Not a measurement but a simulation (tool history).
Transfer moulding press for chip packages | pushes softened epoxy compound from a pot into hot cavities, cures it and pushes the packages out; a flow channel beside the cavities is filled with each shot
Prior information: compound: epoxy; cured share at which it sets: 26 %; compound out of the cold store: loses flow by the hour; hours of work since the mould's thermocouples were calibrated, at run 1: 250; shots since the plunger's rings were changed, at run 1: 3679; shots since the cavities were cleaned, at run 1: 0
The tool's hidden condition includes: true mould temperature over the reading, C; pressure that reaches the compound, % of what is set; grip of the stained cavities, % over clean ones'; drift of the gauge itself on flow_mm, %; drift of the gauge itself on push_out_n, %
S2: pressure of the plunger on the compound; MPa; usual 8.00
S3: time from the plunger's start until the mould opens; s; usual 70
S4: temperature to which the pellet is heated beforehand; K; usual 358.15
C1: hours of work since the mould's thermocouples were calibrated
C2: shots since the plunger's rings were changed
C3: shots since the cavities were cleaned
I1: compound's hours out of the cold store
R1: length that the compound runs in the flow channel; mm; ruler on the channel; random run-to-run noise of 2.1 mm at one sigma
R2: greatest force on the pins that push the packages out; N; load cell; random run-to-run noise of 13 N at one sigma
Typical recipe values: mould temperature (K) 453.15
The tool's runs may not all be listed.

run 1 day=0.000 | mould_temperature_(K)=453.15 S2=8.00 S3=70 S4=358.15 | C1=250 C2=3679 C3=0 | I1=38.7 | R1=484 R2=601
-- day=1.583 plunger's sealing rings changed
run 2 day=1.583 | mould_temperature_(K)=453.15 S2=8.00 S3=70 S4=367.15 | C1=267 C2=0 C3=395 | I1=28.7 | R1=516 R2=616
-- day=2.096 cavities cleaned with cleaning compound and waxed
-- day=4.196 cavities cleaned with cleaning compound and waxed
run 3 day=4.225 | mould_temperature_(K)=453.15 S2=8.00 S3=70 S4=359.15 | C1=298 C2=671 C3=8 | I1=20.2 | R1=546 R2=613
run 4 day=5.529 | mould_temperature_(K)=453.15 S2=8.00 S3=70 S4=359.15 | C1=313 C2=1019 C3=356 | I1=35.2 | R1=496 R2=573
-- day=6.304 cavities cleaned with cleaning compound and waxed
run 5 day=7.362 | mould_temperature_(K)=453.15 S2=8.00 S3=70 S4=359.15 | C1=335 C2=1491 C3=282 | I1=23.7 | R1=536 R2=619
-- day=8.354 cavities cleaned with cleaning compound and waxed
run 6 day=10.212 | mould_temperature_(K)=453.15 S2=7.95 S3=70 S4=359.15 | C1=368 C2=2235 C3=495 | I1=15.7 | R1=557 R2=639
-- day=10.546 cavities cleaned with cleaning compound and waxed
-- day=12.471 cavities cleaned with cleaning compound and waxed
run 7 day=12.779 | mould_temperature_(K)=453.15 S2=7.95 S3=70 S4=359.15 | C1=398 C2=2887 C3=82 | I1=28.8 | R1=514 R2=605
-- day=14.400 cavities cleaned with cleaning compound and waxed
run 8 day=14.400 | mould_temperature_(K)=453.15 S2=8.00 S3=74 S4=358.15 | C1=416 C2=3303 C3=0 | I1=36.2 | R1=492 R2=533
-- day=16.512 cavities cleaned with cleaning compound and waxed
run 9 day=16.808 | mould_temperature_(K)=453.15 S2=8.00 S3=74 S4=358.15 | C1=444 C2=3928 C3=79 | I1=21.7 | R1=537 R2=544
-- day=17.504 plunger's sealing rings changed
-- day=18.604 cavities cleaned with cleaning compound and waxed
run 10 day=18.992 | mould_temperature_(K)=453.15 S2=8.00 S3=70 S4=358.15 | C1=469 C2=380 C3=103 | I1=38.1 | R1=490 R2=571
-- day=20.533 cavities cleaned with cleaning compound and waxed
run 11 day=20.533 | mould_temperature_(K)=453.15 S2=8.00 S3=70 S4=358.15 | C1=486 C2=775 C3=0 | I1=14.0 | R1=568 R2=629
run 12 day=22.317 | mould_temperature_(K)=453.15 S2=8.00 S3=70 S4=358.15 | C1=508 C2=1251 C3=476 | I1=44.0 | R1=467 R2=577
-- day=22.554 cavities cleaned with cleaning compound and waxed
-- day=24.554 cavities cleaned with cleaning compound and waxed
run 13 day=25.046 | mould_temperature_(K)=453.15 S2=8.00 S3=109 S4=358.15 | C1=539 C2=1945 C3=131 | I1=16.0 | R1=563 R2=420
-- day=26.704 cavities cleaned with cleaning compound and waxed
run 14 day=27.642 | mould_temperature_(K)=453.15 S2=8.00 S3=65 S4=358.15 | C1=570 C2=2621 C3=250 | I1=42.6 | R1=471 R2=654
-- day=28.812 cavities cleaned with cleaning compound and waxed
run 15 day=29.508 | mould_temperature_(K)=455.15 S2=8.00 S3=76 S4=358.15 | C1=591 C2=3103 C3=186 | I1=11.3 | R1=576 R2=495
-- day=30.829 cavities cleaned with cleaning compound and waxed
run 16 day=31.317 | mould_temperature_(K)=455.15 S2=9.27 S3=76 S4=366.15 | C1=612 C2=3568 C3=130 | I1=32.6 | R1=543 R2=470
-- day=32.812 cavities cleaned with cleaning compound and waxed
run 17 day=33.129 | mould_temperature_(K)=450.15 S2=8.00 S3=51 S4=358.15 | C1=633 C2=4035 C3=85 | I1=32.8 | R1=506 R2=1457
-- day=33.371 plunger's sealing rings changed
-- day=35.062 cavities cleaned with cleaning compound and waxed
run 18 day=35.821 | mould_temperature_(K)=453.15 S2=7.42 S3=88 S4=358.15 | C1=664 C2=637 C3=203 | I1=16.9 | R1=538 R2=454
-- day=37.133 cavities cleaned with cleaning compound and waxed
-- day=38.617 mould's thermocouples calibrated
run 19 day=38.738 | mould_temperature_(K)=452.15 S2=7.42 S3=57 S4=358.15 | C1=1 C2=1376 C3=406 | I1=10.7 | R1=558 R2=1153
-- day=39.267 cavities cleaned with cleaning compound and waxed
run 20 day=40.688 | mould_temperature_(K)=452.15 S2=7.42 S3=57 S4=358.15 | C1=24 C2=1880 C3=380 | I1=39.3 | R1=466 R2=975
-- day=41.275 cavities cleaned with cleaning compound and waxed
run 21 day=43.133 | mould_temperature_(K)=452.15 S2=7.42 S3=57 S4=358.15 | C1=53 C2=2515 C3=496 | I1=36.6 | R1=473 R2=999
-- day=43.362 cavities cleaned with cleaning compound and waxed
run 22 day=45.154 | mould_temperature_(K)=447.15 S2=7.63 S3=70 S4=358.15 | C1=76 C2=3037 C3=477 | I1=32.7 | R1=499 R2=896
-- day=45.442 cavities cleaned with cleaning compound and waxed
-- day=47.442 cavities cleaned with cleaning compound and waxed
run 23 day=47.712 | mould_temperature_(K)=447.15 S2=7.41 S3=70 S4=358.15 | C1=106 C2=3687 C3=73 | I1=26.9 | R1=512 R2=913
-- day=49.408 plunger's sealing rings changed
-- day=49.471 cavities cleaned with cleaning compound and waxed
run 24 day=49.546 | mould_temperature_(K)=447.15 S2=7.41 S3=83 S4=365.15 | C1=126 C2=19 C3=19 | I1=33.0 | R1=491 R2=611
-- day=51.433 cavities cleaned with cleaning compound and waxed
run 25 day=51.433 | mould_temperature_(K)=453.15 S2=8.00 S3=70 S4=355.15 | C1=148 C2=506 C3=0 | I1=13.5 | R1=572 R2=656
-- day=53.483 cavities cleaned with cleaning compound and waxed
run 26 day=53.671 | mould_temperature_(K)=453.15 S2=9.67 S3=106 S4=358.15 | C1=174 C2=1086 C3=50 | I1=16.1 | R1=614 R2=422
-- day=55.450 cavities cleaned with cleaning compound and waxed
run 27 day=56.404 | mould_temperature_(K)=458.15 S2=6.58 S3=53 S4=363.15 | C1=206 C2=1799 C3=254 | I1=21.6 | R1=484 R2=868

Pick out some run-to-run changes in R2. Of each, how much would a tool without hidden state show as well, from the settings, what came in and chance, and how much is left for the hidden state and any gauge scatter not in both results compared?
Run 16 -> 17: mould temperature (K) 455.15 -> 450.15, S2 9.27 -> 8.00, S3 76 -> 51, S4 366.15 -> 358.15, cavities cleaned with cleaning compound and waxed. R2 +987 N: hidden state +5, all else +982.
Run 17 -> 18: mould temperature (K) 450.15 -> 453.15, S2 8.00 -> 7.42, S3 51 -> 88, plunger's sealing rings changed, cavities cleaned with cleaning compound and waxed. R2 -1003 N: hidden state -3, all else -1000.
Run 18 -> 19: mould temperature (K) 453.15 -> 452.15, S3 88 -> 57, cavities cleaned with cleaning compound and waxed, mould's thermocouples calibrated. R2 +699 N: hidden state +11, all else +688.
Run 22 -> 23: S2 7.63 -> 7.41, cavities cleaned with cleaning compound and waxed, cavities cleaned with cleaning compound and waxed. R2 +17 N: hidden state -11, all else +28.
